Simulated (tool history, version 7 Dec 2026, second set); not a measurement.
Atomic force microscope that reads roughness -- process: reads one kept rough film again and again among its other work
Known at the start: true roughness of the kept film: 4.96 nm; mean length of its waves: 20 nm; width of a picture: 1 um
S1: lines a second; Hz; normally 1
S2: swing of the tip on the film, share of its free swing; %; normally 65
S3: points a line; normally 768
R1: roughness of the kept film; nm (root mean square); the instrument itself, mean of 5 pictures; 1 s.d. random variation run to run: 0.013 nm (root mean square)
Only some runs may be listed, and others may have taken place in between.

Run 1, hour 0: usual settings. Result: R1 2.408 nm (root mean square).
Run 2, hour 49.8: usual settings. Result: R1 2.011 nm (root mean square).
Run 3, hour 92.1: usual settings. Result: R1 1.736 nm (root mean square).
At hour 138.1: new tip fitted.
Run 4, hour 138.1: usual settings. Result: R1 3.13 nm (root mean square).
Run 5, hour 172.5: usual settings. Result: R1 2.614 nm (root mean square).
Run 6, hour 218.5: usual settings but S3 611. Result: R1 2.102 nm (root mean square).
Run 7, hour 267.5: usual settings but S1 3.48 Hz. Result: R1 1.64 nm (root mean square).
Run 8, hour 300.5: usual settings but S1 3.48 Hz. Result: R1 1.496 nm (root mean square).
Run 9, hour 328.1: usual settings. Result: R1 1.54 nm (root mean square).
At hour 333.9: new tip fitted.
Run 10, hour 386.3: usual settings. Result: R1 2.451 nm (root mean square).
Run 11, hour 438.1: usual settings. Result: R1 2.047 nm (root mean square).
Run 12, hour 477.6: usual settings but S1 1.43 Hz. Result: R1 1.781 nm (root mean square).
Run 13, hour 518.4: usual settings. Result: R1 1.594 nm (root mean square).
At hour 527.6: new tip fitted.
Run 14, hour 561.9: usual settings but S1 1.99 Hz, S2 80 %, S3 727. Result: R1 2.279 nm (root mean square).
Run 15, hour 596.2: usual settings but S1 1.99 Hz, S2 80 %, S3 727. Result: R1 1.99 nm (root mean square).
Run 16, hour 644.9: usual settings but S1 1.99 Hz, S2 66 %, S3 469. Result: R1 1.822 nm (root mean square).
Run 17, hour 673: usual settings but S2 72 %. Result: R1 1.691 nm (root mean square).
At hour 721.8: new tip fitted.
Run 18, hour 736.5: usual settings but S2 72 %. Result: R1 2.899 nm (root mean square).
Run 19, hour 787.8: usual settings but S1 0.56 Hz, S2 74 %, S3 294. Result: R1 2.267 nm (root mean square).
Run 20, hour 819.8: usual settings but S1 0.56 Hz, S2 74 %, S3 294. Result: R1 2.043 nm (root mean square).
Run 21, hour 864.4: usual settings but S1 1.19 Hz, S2 60 %, S3 683. Result: R1 1.811 nm (root mean square).
Run 22, hour 906.3: usual settings but S1 0.68 Hz, S2 88 %, S3 859. Result: R1 1.538 nm (root mean square).
At hour 914.2: new tip fitted.
Run 23, hour 950.8: usual settings but S1 0.68 Hz, S2 88 %, S3 736. Result: R1 2.503 nm (root mean square).
Run 24, hour 994.1: usual settings but S1 3.67 Hz, S2 88 %, S3 829. Result: R1 1.487 nm (root mean square).
Run 25, hour 1049: usual settings but S1 1.97 Hz, S3 288. Result: R1 1.706 nm (root mean square).

Branching from run 25: 3 alternative next runs. What would each branch give?
Run A, hour 1081.2: usual settings but S1 1.35 Hz, S2 73 %, S3 383. Result: R1 ?.
Run B, hour 1081.2: usual settings but S1 1.64 Hz, S2 81 %, S3 369. Result: R1 ?.
Run C, hour 1081.2: usual settings but S1 0.53 Hz, S2 56 %, S3 594. Result: R1 ?.

run     R1
  A   1.55
  B  1.442
  C  1.708
Take away the tool's hidden state, keep each run's random variation, and the runs would have read:
run     R1
  A  2.984
  B  2.771
  C  3.281
